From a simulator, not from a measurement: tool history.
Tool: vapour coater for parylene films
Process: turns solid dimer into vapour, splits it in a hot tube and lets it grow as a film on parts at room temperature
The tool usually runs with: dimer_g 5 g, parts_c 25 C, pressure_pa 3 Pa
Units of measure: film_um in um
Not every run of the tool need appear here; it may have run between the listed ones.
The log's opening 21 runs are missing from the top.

-- hour=1243 trap's valve overhauled
-- hour=1244 table's thermometer calibrated
run 22 hour=1244 | dimer_g=3 parts_c=17 pressure_pa=5.94 | film_um=1.28
run 23 hour=1283.1 | dimer_g=2 parts_c=25 pressure_pa=3 | film_um=0.84
run 24 hour=1342.3 | dimer_g=4 parts_c=26 pressure_pa=3.36 | film_um=1.58
run 25 hour=1393.9 | dimer_g=4 parts_c=26 pressure_pa=3.36 | film_um=1.57
run 26 hour=1469.5 | dimer_g=5 parts_c=25 pressure_pa=5.73 | film_um=1.76
run 27 hour=1549.4 | dimer_g=8 parts_c=17 pressure_pa=5.73 | film_um=3.21
-- hour=1614 trap's valve overhauled
run 28 hour=1615.3 | dimer_g=6 parts_c=17 pressure_pa=5.73 | film_um=2.69
run 29 hour=1667.3 | dimer_g=8 parts_c=34 pressure_pa=3 | film_um=2.77
run 30 hour=1739.6 | dimer_g=2 parts_c=22 pressure_pa=4.39 | film_um=0.81
run 31 hour=1798.6 | dimer_g=2 parts_c=22 pressure_pa=4.39 | film_um=0.78
run 32 hour=1869.6 | dimer_g=9 parts_c=25 pressure_pa=4.85 | film_um=3.16
run 33 hour=1920.3 | dimer_g=5 parts_c=19 pressure_pa=4.69 | film_um=1.91
-- hour=1984 trap's valve overhauled
run 34 hour=2002.1 | dimer_g=5 parts_c=19 pressure_pa=4.69 | film_um=2.18
run 35 hour=2063.7 | dimer_g=3 parts_c=25 pressure_pa=10.24 | film_um=1
run 36 hour=2118.7 | dimer_g=8 parts_c=25 pressure_pa=3.47 | film_um=3.15
run 37 hour=2157.6 | dimer_g=3 parts_c=24 pressure_pa=3 | film_um=1.23

3 options for the next run, each taken on its own from the tool as it stands now. Forecast them:
run A hour=2194.7 | dimer_g=3 parts_c=19 pressure_pa=3 | film_um=?
run B hour=2194.7 | dimer_g=5 parts_c=25 pressure_pa=10.65 | film_um=?
run C hour=2194.7 | dimer_g=3 parts_c=24 pressure_pa=3 | film_um=?

run=A film_um=1.35
run=B film_um=1.57
run=C film_um=1.18
With no hidden state in the tool, these same runs would have given:
run=A film_um=1.47
run=B film_um=1.71
run=C film_um=1.29

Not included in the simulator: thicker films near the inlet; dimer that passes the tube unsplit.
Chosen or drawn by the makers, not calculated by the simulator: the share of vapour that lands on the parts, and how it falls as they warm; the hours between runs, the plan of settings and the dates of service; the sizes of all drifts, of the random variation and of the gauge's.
